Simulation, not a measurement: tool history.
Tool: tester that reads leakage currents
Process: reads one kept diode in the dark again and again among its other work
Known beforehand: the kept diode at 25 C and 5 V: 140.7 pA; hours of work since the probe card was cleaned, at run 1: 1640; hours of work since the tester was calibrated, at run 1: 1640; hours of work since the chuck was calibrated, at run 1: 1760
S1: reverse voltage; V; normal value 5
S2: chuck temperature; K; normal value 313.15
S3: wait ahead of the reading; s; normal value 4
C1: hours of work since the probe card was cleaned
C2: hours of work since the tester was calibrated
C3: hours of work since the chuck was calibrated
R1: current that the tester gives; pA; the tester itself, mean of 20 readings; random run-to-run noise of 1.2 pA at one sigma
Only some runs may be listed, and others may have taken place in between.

Run 1, hour 0: usual settings; C1 1640; C2 1640; C3 1760. Result: R1 471.54 pA.
Run 2, hour 57.1: usual settings; C1 1677; C2 1677; C3 1798. Result: R1 473.22 pA.
Run 3, hour 114.7: usual settings but S3 2.35 s; C1 1715; C2 1715; C3 1835. Result: R1 476.28 pA.
Run 4, hour 174.4: usual settings but S1 4.73 V; C1 1754; C2 1754; C3 1875. Result: R1 466.03 pA.
Run 5, hour 222.6: usual settings but S1 4.73 V; C1 1786; C2 1786; C3 1906. Result: R1 470.02 pA.
Run 6, hour 298.8: usual settings but S1 4.73 V; C1 1836; C2 1836; C3 1956. Result: R1 469 pA.
Run 7, hour 347.7: usual settings but S1 4.73 V; C1 1868; C2 1868; C3 1988. Result: R1 471.03 pA.
Run 8, hour 410.5: usual settings but S1 4.73 V; C1 1909; C2 1909; C3 2029. Result: R1 475.05 pA.
Run 9, hour 456.6: usual settings; C1 1939; C2 1939; C3 2060. Result: R1 484.58 pA.
Run 10, hour 514.5: usual settings; C1 1977; C2 1977; C3 2098. Result: R1 484.16 pA.
At hour 561: chuck's temperature calibrated.
Run 11, hour 584.4: usual settings; C1 2021; C2 2021; C3 15. Result: R1 414.48 pA.
Run 12, hour 630.6: usual settings but S1 5.45 V; C1 2052; C2 2052; C3 46. Result: R1 427.68 pA.
Run 13, hour 675.9: usual settings but S1 5.45 V; C1 2082; C2 2082; C3 75. Result: R1 429.12 pA.
Run 14, hour 716.2: usual settings but S1 5.45 V; C1 2108; C2 2108; C3 102. Result: R1 428.36 pA.
Run 15, hour 767.2: usual settings; C1 2141; C2 2141; C3 135. Result: R1 416.97 pA.
At hour 834.7: probe card cleaned and baked.
Run 16, hour 841.5: usual settings; C1 4; C2 2188; C3 182. Result: R1 413.37 pA.
Run 17, hour 903.2: usual settings but S3 7.35 s; C1 45; C2 2229; C3 222. Result: R1 412.95 pA.
Run 18, hour 975: usual settings but S3 0.99 s; C1 92; C2 2276; C3 270. Result: R1 415.94 pA.
Run 19, hour 1019.2: usual settings; C1 121; C2 2305; C3 299. Result: R1 415.95 pA.
Run 20, hour 1069.2: usual settings but S2 308.15 K; C1 154; C2 2337; C3 331. Result: R1 294.89 pA.
Run 21, hour 1117.5: usual settings but S2 308.15 K; C1 185; C2 2369; C3 363. Result: R1 297.62 pA.
Run 22, hour 1169.2: usual settings but S1 5.25 V, S3 1.78 s; C1 219; C2 2403; C3 397. Result: R1 425.61 pA.
Run 23, hour 1238.5: usual settings but S1 2.12 V, S2 302.15 K, S3 0.53 s; C1 265; C2 2448; C3 442. Result: R1 149.52 pA.
Run 24, hour 1315.6: usual settings but S1 2.12 V, S2 302.15 K, S3 0.53 s; C1 315; C2 2499; C3 493. Result: R1 150.28 pA.
Run 25, hour 1379: usual settings but S1 12.84 V, S3 7.48 s; C1 357; C2 2541; C3 534. Result: R1 569.35 pA.
Run 26, hour 1424.5: usual settings but S1 4.36 V, S2 322.15 K, S3 3.21 s; C1 387; C2 2570; C3 564. Result: R1 729.89 pA.
Run 27, hour 1466.1: usual settings but S1 2.64 V, S3 1.99 s; C1 414; C2 2598; C3 592. Result: R1 346.77 pA.
Run 28, hour 1532.2: usual settings but S1 2.64 V, S2 295.15 K, S3 1.32 s; C1 457; C2 2641; C3 635. Result: R1 96.75 pA.
Run 29, hour 1589.1: usual settings but S3 4.66 s; C1 495; C2 2678; C3 672. Result: R1 427.54 pA.
Run 30, hour 1650.1: usual settings but S3 4.66 s; C1 535; C2 2718; C3 712. Result: R1 429.24 pA.
Run 31, hour 1701: usual settings but S2 326.15 K, S3 0.49 s; C1 568; C2 2752; C3 746. Result: R1 995.53 pA.
Run 32, hour 1754.4: usual settings but S1 1.73 V, S2 333.15 K, S3 0.49 s; C1 603; C2 2787; C3 781. Result: R1 1097.35 pA.
Run 33, hour 1818.7: usual settings but S1 1.73 V, S2 333.15 K, S3 0.49 s; C1 645; C2 2829; C3 823. Result: R1 1098.03 pA.
Run 34, hour 1890.6: usual settings but S1 11.04 V, S2 306.15 K, S3 0.72 s; C1 692; C2 2876; C3 870. Result: R1 348.68 pA.
Run 35, hour 1935: usual settings but S1 11.04 V, S2 314.15 K, S3 2.72 s; C1 722; C2 2905; C3 899. Result: R1 597.38 pA.
Run 36, hour 2002.9: usual settings but S1 11.04 V, S2 314.15 K, S3 2.72 s; C1 766; C2 2950; C3 944. Result: R1 599.45 pA.
Run 37, hour 2045.2: usual settings but S1 11.04 V, S2 314.15 K, S3 2.72 s; C1 794; C2 2977; C3 971. Result: R1 598.88 pA.
Run 38, hour 2090.6: usual settings but S2 295.15 K, S3 0.93 s; C1 824; C2 3007; C3 1001. Result: R1 123.4 pA.
Run 39, hour 2131.3: usual settings but S1 6.49 V, S2 296.15 K, S3 0.93 s; C1 850; C2 3034; C3 1028. Result: R1 145.31 pA.

What if the next run were any one of these 4? Each begins from the tool's condition after run 39:
Run A, hour 2195.4: usual settings but S1 4.47 V; C1 892; C2 3076; C3 1070. Result: R1 ?.
Run B, hour 2195.4: usual settings but S1 1.31 V, S2 317.15 K, S3 9 s; C1 892; C2 3076; C3 1070. Result: R1 ?.
Run C, hour 2195.4: usual settings but S1 6.49 V, S2 324.15 K, S3 0.93 s; C1 892; C2 3076; C3 1070. Result: R1 ?.
Run D, hour 2195.4: usual settings but S1 11.73 V; C1 892; C2 3076; C3 1070. Result: R1 ?.

run      R1
  A  425.33
  B  376.11
  C  975.98
  D  574.98
The same runs, with their run-to-run variation unchanged, on a tool lacking any hidden condition would have given:
run      R1
  A   397.7
  B  353.54
  C  918.97
  D  535.12
